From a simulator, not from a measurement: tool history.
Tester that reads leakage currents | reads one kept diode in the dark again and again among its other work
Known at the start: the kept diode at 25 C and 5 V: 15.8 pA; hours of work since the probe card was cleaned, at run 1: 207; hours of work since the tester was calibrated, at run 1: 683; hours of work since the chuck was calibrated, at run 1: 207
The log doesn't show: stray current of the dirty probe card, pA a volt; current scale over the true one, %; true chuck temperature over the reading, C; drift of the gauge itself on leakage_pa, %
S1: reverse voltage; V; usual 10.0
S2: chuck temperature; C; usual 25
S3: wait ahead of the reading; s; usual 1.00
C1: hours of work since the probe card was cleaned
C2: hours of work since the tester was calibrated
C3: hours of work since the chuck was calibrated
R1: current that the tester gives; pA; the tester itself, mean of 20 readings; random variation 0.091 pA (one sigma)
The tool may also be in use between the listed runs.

run	hour	S1	S2	S3	C1	C2	C3	R1
1	0.0	10.0	25	1.00	207	683	207	26.57
2	98.0	10.0	25	1.00	273	750	273	27.19
3	191.9	10.0	25	1.00	337	813	337	27.41
4	268.6	10.0	25	1.00	389	865	389	27.70
5	362.3	10.0	25	1.00	452	929	452	27.99
6	447.3	10.0	25	1.00	510	986	510	28.43
7	550.3	10.0	25	1.00	580	1056	580	28.80
8	651.3	10.0	25	1.00	648	1125	648	29.43
9	723.2	10.0	25	1.00	697	1173	697	29.67
10	797.9	9.0	25	1.00	748	1224	748	28.15
11	854.3	9.0	25	1.00	786	1262	786	28.44
12	943.3	9.0	25	1.00	846	1323	846	28.79
13	1048.7	9.0	25	1.00	918	1394	918	29.11
14	1118.2	9.0	25	1.00	965	1441	965	29.35
15	1170.7	9.0	25	1.00	1000	1477	1000	29.45
16	1263.6	10.0	25	1.00	1063	1540	1063	32.25
17	1309.6	10.0	25	1.00	1094	1571	1094	32.38
18	1374.4	10.0	25	1.00	1138	1615	1138	32.60
19	1461.1	10.0	25	1.00	1197	1674	1197	32.99
20	1547.4	10.0	25	1.00	1256	1732	1256	33.28
# hour 1556.1: tester calibrated
21	1654.0	10.0	26	0.39	1327	66	1327	40.45
22	1746.0	1.8	39	7.02	1389	129	1389	34.53
23	1808.2	1.8	39	7.77	1431	171	1431	34.63
24	1850.7	6.4	39	2.22	1460	200	1460	66.64
# hour 1880.4: chuck's temperature calibrated
25	1907.8	2.3	25	1.00	1497	237	19	14.37
# hour 1974.1: tester calibrated, once more
26	1974.1	2.3	25	1.40	1541	0	62	14.74
27	2053.5	1.6	25	9.58	1595	54	116	11.60
28	2106.9	16.5	35	9.58	1631	90	152	92.56
29	2178.4	2.4	39	9.75	1679	138	201	44.66
30	2223.1	1.5	25	0.44	1710	169	231	12.21
31	2311.0	2.6	49	1.47	1769	228	291	104.51
32	2367.3	2.6	49	1.47	1807	267	329	104.47
33	2450.2	2.6	49	1.47	1864	323	385	103.97
34	2551.5	10.0	39	4.18	1932	391	454	94.93
35	2614.8	2.3	25	2.68	1975	434	496	14.79
36	2687.6	2.0	22	2.20	2024	484	546	11.09
37	2764.1	3.8	25	0.31	2076	536	598	23.92
38	2826.9	6.9	25	1.00	2119	578	640	31.86
39	2887.1	6.9	40	2.16	2160	619	681	84.28

5 ways to go on from here, each from the tool as it stands after run 39. What would each give?
A	2960.2	1.7	50	2.16	2209	668	731	?
B	2960.2	2.4	57	2.16	2209	668	731	?
C	2960.2	3.0	40	2.16	2209	668	731	?
D	2960.2	2.7	21	2.46	2209	668	731	?
E	2960.2	10.0	25	1.66	2209	668	731	?

run	R1
A	90.17
B	183.69
C	53.97
D	13.02
E	40.83
Without the tool's hidden state the same runs would have given:
run	R1
A	90.80
B	186.71
C	50.70
D	8.53
E	23.84
